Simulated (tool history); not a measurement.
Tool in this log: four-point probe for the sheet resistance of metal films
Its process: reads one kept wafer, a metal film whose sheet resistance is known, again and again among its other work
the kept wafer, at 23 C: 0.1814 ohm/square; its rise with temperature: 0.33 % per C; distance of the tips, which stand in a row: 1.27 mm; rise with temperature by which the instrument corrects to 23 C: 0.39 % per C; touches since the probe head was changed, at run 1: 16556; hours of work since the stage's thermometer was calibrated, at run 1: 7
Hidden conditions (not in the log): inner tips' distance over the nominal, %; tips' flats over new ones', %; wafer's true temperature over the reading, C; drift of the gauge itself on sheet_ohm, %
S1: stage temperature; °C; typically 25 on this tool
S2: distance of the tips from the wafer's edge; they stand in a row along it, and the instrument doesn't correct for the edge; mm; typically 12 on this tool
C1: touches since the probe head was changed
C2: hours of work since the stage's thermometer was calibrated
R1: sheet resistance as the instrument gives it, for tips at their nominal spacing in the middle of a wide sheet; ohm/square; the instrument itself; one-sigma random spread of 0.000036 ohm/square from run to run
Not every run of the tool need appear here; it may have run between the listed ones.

run,hour,S1,S2,C1,C2,R1
1,0,25,12,16556,7,0.181604
2,15.7,25,12,17144,18,0.181613
3,33.1,25,12,17793,30,0.181686
4,46.5,31,12,18297,40,0.181114
5,61.1,31,12,18842,50,0.181124
6,74.8,31,8,19355,60,0.182406
7,87.1,31,8,19813,68,0.182391
8,106.1,31,8,20521,82,0.182414
9,119.5,31,8,21024,91,0.182417
10,137.4,31,8,21693,104,0.182453
11,150.9,31,8,22199,113,0.182421
12,162.3,31,8,22624,121,0.182425
13,173.9,31,8,23056,130,0.182439
14,188.5,31,8,23603,140,0.182366
15,201.1,31,8,24076,149,0.182512
# hour 203.4: stage's thermometer calibrated
16,210,31,8,24389,5,0.182469
17,228,31,8,25062,17,0.182472
18,244.7,31,12,25687,29,0.181084
# hour 260.2: stage's thermometer calibrated, once more
19,263.6,31,12,26374,2,0.181058
20,277.9,20,12,26910,13,0.182089
21,291.8,20,12,27429,22,0.18208
22,302,25,18,27808,30,0.181034
23,311,25,18,28145,36,0.181003
24,324.9,33,18,28667,46,0.180335
25,342.5,19,31,29326,58,0.181316
26,359.2,20,9,29948,70,0.182961
27,369.6,22,51,30337,77,0.180898
28,380.9,25,46,30758,85,0.180635
29,393.7,32,20,31238,94,0.180363
30,410.6,32,20,31870,106,0.180338
31,426.4,19,52,32460,117,0.181153
32,443,19,52,33083,129,0.181196
33,462,29,52,33790,143,0.180327
34,476.4,26,70,34331,153,0.180555
35,484.7,23,13,34640,159,0.181689
36,497.2,23,8,35108,167,0.18317
37,514.6,23,26,35758,180,0.181023
38,524.3,19,46,36122,187,0.181244
39,538.4,19,46,36649,197,0.181229
40,547,26,11,36970,203,0.18181
41,564.9,25,5,37638,215,0.186672
42,577.6,28,3,38112,224,0.196033
43,586.6,30,19,38452,231,0.18064
44,595.2,19,12,38771,237,0.18227

Some steps in R1 between neighbouring runs. How much of each would the tool show without its hidden state too (settings, what came in, random variation), and how much is left for the hidden state, with any gauge scatter that isn't in both results?
Run 40 -> 41: S1 26 -> 25, S2 11 -> 5. R1 +0.004862 ohm/square: hidden state -0.000011, all else +0.004873.
Run 41 -> 42: S1 25 -> 28, S2 5 -> 3. R1 +0.009361 ohm/square: hidden state -0.000025, all else +0.009386.
Run 42 -> 43: S1 28 -> 30, S2 3 -> 19. R1 -0.015393 ohm/square: hidden state +0.000049, all else -0.015442.
